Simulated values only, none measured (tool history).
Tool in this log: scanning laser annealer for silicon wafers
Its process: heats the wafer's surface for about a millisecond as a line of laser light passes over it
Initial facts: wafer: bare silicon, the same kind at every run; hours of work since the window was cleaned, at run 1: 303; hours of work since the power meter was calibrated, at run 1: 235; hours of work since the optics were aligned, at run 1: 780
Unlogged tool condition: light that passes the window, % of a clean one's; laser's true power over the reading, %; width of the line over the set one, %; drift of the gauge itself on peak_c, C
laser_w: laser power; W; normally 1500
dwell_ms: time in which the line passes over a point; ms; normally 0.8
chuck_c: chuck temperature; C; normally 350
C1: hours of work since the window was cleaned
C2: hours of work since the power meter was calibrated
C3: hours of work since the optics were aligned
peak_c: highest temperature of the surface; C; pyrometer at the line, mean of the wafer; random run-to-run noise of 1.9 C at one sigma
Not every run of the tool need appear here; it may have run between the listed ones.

Run 1, hour 0: usual settings; C1 303; C2 235; C3 780. Result: peak_c 1103 C.
Run 2, hour 13.1: usual settings; C1 310; C2 242; C3 787. Result: peak_c 1099 C.
Run 3, hour 24.2: usual settings; C1 316; C2 248; C3 793. Result: peak_c 1099 C.
Run 4, hour 39.7: usual settings; C1 324; C2 257; C3 802. Result: peak_c 1099 C.
Run 5, hour 62: usual settings but dwell_ms 0.588 ms; C1 337; C2 269; C3 814. Result: peak_c 1001 C.
Run 6, hour 75.6: usual settings but dwell_ms 0.588 ms; C1 344; C2 276; C3 821. Result: peak_c 1006 C.
Run 7, hour 90.3: usual settings but dwell_ms 0.588 ms; C1 352; C2 284; C3 829. Result: peak_c 1002 C.
Run 8, hour 109: usual settings but dwell_ms 0.588 ms; C1 362; C2 294; C3 839. Result: peak_c 1002 C.
Run 9, hour 129.2: usual settings but chuck_c 342 C; C1 373; C2 306; C3 850. Result: peak_c 1087 C.
Run 10, hour 144.4: usual settings; C1 382; C2 314; C3 859. Result: peak_c 1097 C.
Run 11, hour 165.3: usual settings; C1 393; C2 325; C3 870. Result: peak_c 1097 C.
Run 12, hour 185.8: usual settings; C1 404; C2 336; C3 881. Result: peak_c 1095 C.
Run 13, hour 203.3: usual settings but dwell_ms 0.844 ms; C1 414; C2 346; C3 891. Result: peak_c 1115 C.
Run 14, hour 225.6: usual settings but dwell_ms 0.844 ms; C1 426; C2 358; C3 903. Result: peak_c 1111 C.
Run 15, hour 242.7: usual settings but dwell_ms 0.844 ms; C1 435; C2 368; C3 912. Result: peak_c 1111 C.
Run 16, hour 258.9: usual settings but dwell_ms 0.608 ms; C1 444; C2 376; C3 921. Result: peak_c 1005 C.
Run 17, hour 278.7: usual settings but dwell_ms 0.608 ms; C1 455; C2 387; C3 932. Result: peak_c 1011 C.
Run 18, hour 298.9: usual settings but laser_w 1461 W, dwell_ms 0.608 ms; C1 466; C2 398; C3 943. Result: peak_c 991 C.
Run 19, hour 311.6: usual settings but laser_w 1461 W, dwell_ms 0.608 ms; C1 473; C2 405; C3 950. Result: peak_c 993 C.
Run 20, hour 330.9: usual settings but laser_w 1513 W, dwell_ms 0.608 ms; C1 484; C2 416; C3 961. Result: peak_c 1013 C.
Run 21, hour 353.2: usual settings but laser_w 1513 W, dwell_ms 0.712 ms; C1 496; C2 428; C3 973. Result: peak_c 1059 C.
Run 22, hour 371.5: usual settings but laser_w 1431 W, dwell_ms 0.695 ms, chuck_c 337 C; C1 506; C2 438; C3 983. Result: peak_c 1001 C.
Run 23, hour 391.3: usual settings but laser_w 1306 W, dwell_ms 0.953 ms, chuck_c 361 C; C1 517; C2 449; C3 994. Result: peak_c 1058 C.
Run 24, hour 414.5: usual settings but laser_w 1306 W, dwell_ms 0.953 ms, chuck_c 361 C; C1 529; C2 461; C3 1006. Result: peak_c 1054 C.
Run 25, hour 428.7: usual settings but laser_w 1306 W, dwell_ms 0.65 ms, chuck_c 389 C; C1 537; C2 469; C3 1014. Result: peak_c 972 C.
At hour 435.5: optics aligned, line set to its width.
Run 26, hour 445.1: usual settings but laser_w 1335 W, dwell_ms 0.971 ms; C1 543; C2 475; C3 5. Result: peak_c 1057 C.
Run 27, hour 458.3: usual settings but laser_w 1283 W, dwell_ms 0.887 ms, chuck_c 339 C; C1 551; C2 483; C3 12. Result: peak_c 992 C.
Run 28, hour 470.4: usual settings but laser_w 1577 W, dwell_ms 0.661 ms, chuck_c 375 C; C1 557; C2 489; C3 19. Result: peak_c 1083 C.
Run 29, hour 490.8: usual settings but laser_w 1577 W, dwell_ms 0.661 ms, chuck_c 375 C; C1 568; C2 500; C3 30. Result: peak_c 1081 C.
Run 30, hour 500.5: usual settings but laser_w 1543 W, dwell_ms 0.768 ms, chuck_c 323 C; C1 574; C2 506; C3 36. Result: peak_c 1062 C.
Run 31, hour 510: usual settings but chuck_c 380 C; C1 579; C2 511; C3 41. Result: peak_c 1109 C.
Run 32, hour 523.2: usual settings but dwell_ms 0.669 ms, chuck_c 314 C; C1 586; C2 518; C3 48. Result: peak_c 988 C.
Run 33, hour 534.7: usual settings but dwell_ms 0.669 ms, chuck_c 314 C; C1 592; C2 524; C3 54. Result: peak_c 989 C.
Run 34, hour 550: usual settings but laser_w 1431 W, chuck_c 319 C; C1 601; C2 533; C3 63. Result: peak_c 1014 C.
At hour 565.6: optics aligned, line set to its width, once more.
Run 35, hour 574.8: usual settings but laser_w 1437 W, dwell_ms 0.91 ms, chuck_c 319 C; C1 612; C2 544; C3 5. Result: peak_c 1078 C.
Run 36, hour 585.6: usual settings but laser_w 1499 W, dwell_ms 0.963 ms, chuck_c 326 C; C1 617; C2 550; C3 11. Result: peak_c 1144 C.
Run 37, hour 606.3: usual settings but laser_w 1499 W, dwell_ms 0.963 ms, chuck_c 326 C; C1 629; C2 561; C3 22. Result: peak_c 1140 C.
Run 38, hour 628: usual settings but laser_w 1312 W, dwell_ms 0.683 ms, chuck_c 383 C; C1 641; C2 573; C3 34. Result: peak_c 994 C.
Run 39, hour 649.4: usual settings but laser_w 1460 W, dwell_ms 0.688 ms, chuck_c 353 C; C1 652; C2 584; C3 46. Result: peak_c 1039 C.
Run 40, hour 669.3: usual settings but laser_w 1460 W, dwell_ms 0.688 ms, chuck_c 353 C; C1 663; C2 595; C3 57. Result: peak_c 1038 C.
Run 41, hour 682.5: usual settings but laser_w 1300 W, dwell_ms 0.587 ms; C1 670; C2 602; C3 64. Result: peak_c 919 C.

Each row is a separate what-if for the run after 41, all from the same tool condition, not one after another. Results?
At hour 687.3: window over the wafer cleaned.
Run A, hour 700.1: usual settings but dwell_ms 0.855 ms, chuck_c 384 C; C1 7; C2 611; C3 72. Result: peak_c ?.
At hour 687.3: window over the wafer cleaned.
Run B, hour 700.1: usual settings but chuck_c 375 C; C1 7; C2 611; C3 72. Result: peak_c ?.
At hour 687.3: window over the wafer cleaned.
Run C, hour 700.1: usual settings but laser_w 1341 W, dwell_ms 0.629 ms; C1 7; C2 611; C3 72. Result: peak_c ?.
At hour 687.3: window over the wafer cleaned.
Run D, hour 700.1: usual settings but laser_w 1300 W, dwell_ms 0.863 ms; C1 7; C2 611; C3 72. Result: peak_c ?.

run  peak_c
  A    1177
  B    1147
  C     975
  D    1039
With no hidden state in the tool, these same runs would have given:
run  peak_c
  A    1178
  B    1148
  C     975
  D    1040
